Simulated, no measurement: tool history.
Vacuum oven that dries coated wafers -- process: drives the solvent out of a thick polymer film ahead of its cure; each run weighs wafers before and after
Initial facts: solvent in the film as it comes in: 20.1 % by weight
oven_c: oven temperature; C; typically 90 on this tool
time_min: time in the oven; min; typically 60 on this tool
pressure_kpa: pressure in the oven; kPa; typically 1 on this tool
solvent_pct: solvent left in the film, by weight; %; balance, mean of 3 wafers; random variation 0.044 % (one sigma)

run,day,oven_c,time_min,pressure_kpa,solvent_pct
1,0,90,60,1,4.37
2,1.221,90,60,1.31,4.43
3,2.421,90,60,1,4.31
4,3.604,90,60,1,4.39
5,4.921,94,60,1,3.25
6,7.108,94,60,1,2.85
7,8.992,90,76,1,2.75
8,11.188,90,76,1,2.74
9,13.154,90,76,1,2.77
10,14.596,90,76,1,2.78
11,16.608,90,76,1,2.76
12,17.6,91,60,1,3.66
13,19.488,91,60,1,3.69
14,21.158,91,75,1,2.56
15,23.383,92,60,1,3.43
16,25.621,92,60,1,3.49
17,27.262,92,60,3.8,4.34
18,29.592,92,60,3.8,4.29
19,30.608,105,60,1,0.98
20,32.167,90,60,1,4.04
21,34.338,90,60,1,4.01
22,35.812,90,60,1,4.08
23,37.933,90,60,1,4.04
24,39.162,90,60,1,4
25,40.192,90,60,1,4.04
26,42.112,90,60,1,4.15
27,44.379,90,49,1,4.99
28,45.771,90,49,1,5.17
29,47.933,90,45,3.14,6.36
30,49.929,81,45,3.14,9.32
31,51.721,81,45,3.14,9.38
32,54.075,95,34,3.14,6.35
33,55.525,95,34,3.14,6.36
34,57.421,91,45,1,5.4
35,58.996,91,45,1,5.43
36,60.933,92,59,1,3.67
37,62.088,78,60,1,8.18
38,63.254,82,46,0.86,8.22
39,65.479,88,60,2.92,5.45
40,67.492,101,59,0.54,1.51
41,68.988,101,59,3.52,2.41
42,70.129,96,60,2.72,3.18
43,71.971,104,39,3.12,3.12
44,72.962,104,39,1.04,2.65
45,74.608,79,99,0.53,4.74
46,76.604,79,99,0.53,4.8
47,77.979,91,95,2.74,2.63

The log once held 1 entry between its listed runs, left out of this copy. Where does each go, and what is different about the tool's unlogged condition between the listed run before it and the listed run after it?
In the gap between runs 5 and 6: oven's thermocouples calibrated (day 6.483)
  true wafer temperature over the reading, C: -1.54 -> 0.13; true pressure over the reading, kPa: 0.167 -> 0.176
  measured minus no-state result, solvent_pct: +0.45 -> +0.02 %

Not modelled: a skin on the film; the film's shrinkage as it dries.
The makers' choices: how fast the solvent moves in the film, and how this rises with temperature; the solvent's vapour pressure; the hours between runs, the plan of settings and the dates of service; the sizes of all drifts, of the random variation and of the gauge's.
